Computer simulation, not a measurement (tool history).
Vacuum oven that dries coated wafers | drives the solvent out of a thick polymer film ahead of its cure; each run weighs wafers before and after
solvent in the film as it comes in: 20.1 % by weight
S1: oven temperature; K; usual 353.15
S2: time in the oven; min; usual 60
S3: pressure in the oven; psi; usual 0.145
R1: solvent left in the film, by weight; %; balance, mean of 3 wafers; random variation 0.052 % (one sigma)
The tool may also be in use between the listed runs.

run	hour	S1	S2	S3	R1
1	0	353.15	60	0.145	1.58
2	12.7	353.15	60	0.145	1.64
3	28.8	353.15	60	0.145	1.73
4	48.6	353.15	60	0.145	1.73
5	59.2	353.15	60	0.145	1.7
6	77.2	353.15	60	0.322	2.16
7	95.4	356.15	60	0.145	0.93
8	110.9	356.15	60	0.145	1.1
9	130.6	353.15	60	0.145	1.7
10	142.9	353.15	60	0.145	1.67
11	152.8	353.15	35	0.145	3.96
12	174.2	353.15	35	0.145	3.88
13	191	353.15	98	0.145	0.76
14	205.8	353.15	98	0.145	0.73
15	215.5	353.15	35	0.145	4.11
16	232.9	353.15	35	0.145	3.99
17	251.7	353.15	60	0.145	1.77
18	270.3	353.15	60	0.145	1.67
19	288.5	353.15	60	0.145	1.66

The next listed run, before its measurement:
20	299.3	353.15	60	0.145	?

{"run 20": {"R1": 1.71}}
Without the tool's hidden state the same run would have given R1 1.35 %.
